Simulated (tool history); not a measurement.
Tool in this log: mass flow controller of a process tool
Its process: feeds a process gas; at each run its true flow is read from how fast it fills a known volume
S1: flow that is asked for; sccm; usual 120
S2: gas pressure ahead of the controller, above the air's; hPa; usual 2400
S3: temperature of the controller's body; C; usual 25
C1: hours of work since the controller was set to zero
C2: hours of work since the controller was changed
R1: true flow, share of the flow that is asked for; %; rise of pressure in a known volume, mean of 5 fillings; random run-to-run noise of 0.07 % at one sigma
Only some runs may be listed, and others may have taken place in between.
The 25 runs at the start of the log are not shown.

run    hour   S1    S2  S3    C1    C2     R1
 26  4898.2   36  2400  36  3422  3422  91.73
 27  5057.6   68  2800  32  3515  3515  94.02
 28  5249.8   68  2800  32  3626  3626  93.96
 29  5362.9   81  2400  25  3692  3692  94.56
 30  5508.4  120  2400  36  3776  3776  96.13
 31  5689.4   58  1840  24  3881  3881  93.53
 32  5798.1   58  1840  24  3944  3944  93.42
 33  5973.0   54  2310  35  4046  4046  92.92
 34  6152.1  133  2750  21  4150  4150  95.43
 35  6275.5  133  2750  21  4221  4221  95.46
 36  6429.5  133  2750  21  4311  4311  95.30
 37  6572.5  133  2750  21  4394  4394  95.36
 38  6793.0   46  1920  38  4522  4522  91.70
     7013.0  -- controller's zero set anew
 39  7023.3   42  2350  38     6  4655  96.80
 40  7275.3   42  2350  38   152  4801  96.64
 41  7450.5   26  2350  21   254  4903  95.56
 42  7640.7   43  1570  24   364  5013  96.63
 43  7782.5   43  1570  24   446  5095  96.42

Run 44 has not been measured yet. What should we expect?
 44  7915.6  170  2400  37  524  5173   ?

{"run 44": {"R1": 97.71}}
Had the tool carried no hidden state, the very same run would have given R1 99.62 %.
